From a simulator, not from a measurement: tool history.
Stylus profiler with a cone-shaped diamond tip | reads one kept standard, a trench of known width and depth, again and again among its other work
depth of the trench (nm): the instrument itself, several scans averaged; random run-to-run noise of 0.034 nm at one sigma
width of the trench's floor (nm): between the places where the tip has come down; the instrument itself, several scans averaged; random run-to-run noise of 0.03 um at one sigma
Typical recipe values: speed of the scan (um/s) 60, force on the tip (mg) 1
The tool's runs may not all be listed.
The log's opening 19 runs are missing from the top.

run	day	speed of the scan (um/s)	force on the tip (mg)	depth of the trench (nm)	width of the trench's floor (nm)
20	20.162	206	0.35	100.25	96450
21	21.3	206	0.35	100.23	96480
22	22.729	220	0.62	100.45	96880
23	24.092	49	0.53	100.4	98040
24	24.796	49	0.53	100.42	98050
25	26.088	146	2.42	101.4	97920
26	27.046	146	2.42	101.37	97890
27	28.496	60	0.34	100.26	97840
28	30.029	181	0.5	100.33	96960
29	30.821	181	1.09	100.65	97390
30	31.788	183	1.25	100.78	97450

Forecast each of these 5 alternatives for the next run:
A	32.812	109	1	?	?
B	32.812	38	0.74	?	?
C	32.812	36	1.25	?	?
D	32.812	60	0.61	?	?
E	32.812	131	0.76	?	?

run	depth of the trench (nm)	width of the trench's floor (nm)
A	100.66	97760
B	100.5	98150
C	100.78	98210
D	100.43	97960
E	100.52	97530
Take away the tool's hidden state, keep each run's random variation, and the runs would have read:
run	depth of the trench (nm)	width of the trench's floor (nm)
A	100.89	98100
B	100.73	98490
C	101.01	98550
D	100.66	98300
E	100.75	97870
